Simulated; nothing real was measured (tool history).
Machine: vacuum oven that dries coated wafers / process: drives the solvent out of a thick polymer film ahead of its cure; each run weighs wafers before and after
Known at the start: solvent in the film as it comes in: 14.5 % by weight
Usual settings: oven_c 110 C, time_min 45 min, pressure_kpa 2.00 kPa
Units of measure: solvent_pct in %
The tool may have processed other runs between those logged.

run	day	oven_c	time_min	pressure_kpa	solvent_pct
1	0.000	110	45	2.00	1.39
2	3.425	110	45	2.00	1.39
3	6.612	110	45	2.00	1.38
4	9.329	110	45	2.78	1.67
5	13.121	110	45	2.00	1.38
6	15.054	110	45	2.00	1.38
7	17.204	110	59	2.00	1.07
8	19.446	116	59	2.00	0.75
9	21.042	116	59	2.00	0.78
10	23.371	119	45	2.00	0.76
11	26.600	119	45	2.00	0.72
12	28.525	110	45	2.00	1.37
13	31.738	102	45	2.00	2.57
14	34.125	120	45	2.00	0.70
15	35.671	110	45	2.15	1.44
16	37.946	110	36	2.00	1.82
17	41.542	110	36	2.00	1.83
18	44.479	110	45	2.00	1.41
19	47.650	110	45	2.00	1.37
20	50.779	110	45	2.00	1.40
21	53.562	110	45	2.00	1.39
22	56.058	110	45	7.77	3.84
23	58.329	110	45	7.77	3.87
24	61.996	110	45	7.77	3.86
25	65.362	110	60	7.77	3.56
26	68.625	110	60	7.77	3.58
27	70.562	110	60	7.77	3.56
28	72.321	110	60	7.77	3.58
29	74.458	123	57	4.71	1.37
30	77.121	112	30	1.08	1.57
31	80.288	112	30	1.43	1.71
32	81.825	112	30	1.43	1.73
33	84.250	112	30	1.43	1.70
34	87.842	104	33	1.12	2.78
35	90.504	104	33	1.12	2.78
36	92.142	98	73	2.21	2.28
37	93.992	110	52	1.81	1.11
38	96.304	98	36	1.46	4.06
39	99.792	110	63	1.65	0.90
40	103.004	110	63	1.65	0.91
41	105.146	118	28	2.00	1.26
42	107.171	118	28	2.00	1.26
43	110.754	118	23	3.23	2.03
44	114.358	118	23	3.23	2.03
45	116.512	118	23	3.23	2.03
46	119.183	118	52	2.00	0.74
47	121.908	118	52	2.00	0.71
48	124.492	118	52	2.00	0.71

Removed from this log: 3 entries logged between the listed runs. Between which two listed runs does each belong, and how does the tool's hidden state at the listed run before it compare with that at the listed run after it?
Run 12 -> run 13: oven's thermocouples calibrated (day 31.008)
  both runs share identical hidden conditions
Run 37 -> run 38: oven's thermocouples calibrated (day 94.396)
  true wafer temperature over the reading, C: -0.02 -> 0
Run 45 -> run 46: vacuum gauge cleaned of residue and calibrated (day 117.367)
  true pressure over the reading, kPa: 0.008 -> 0
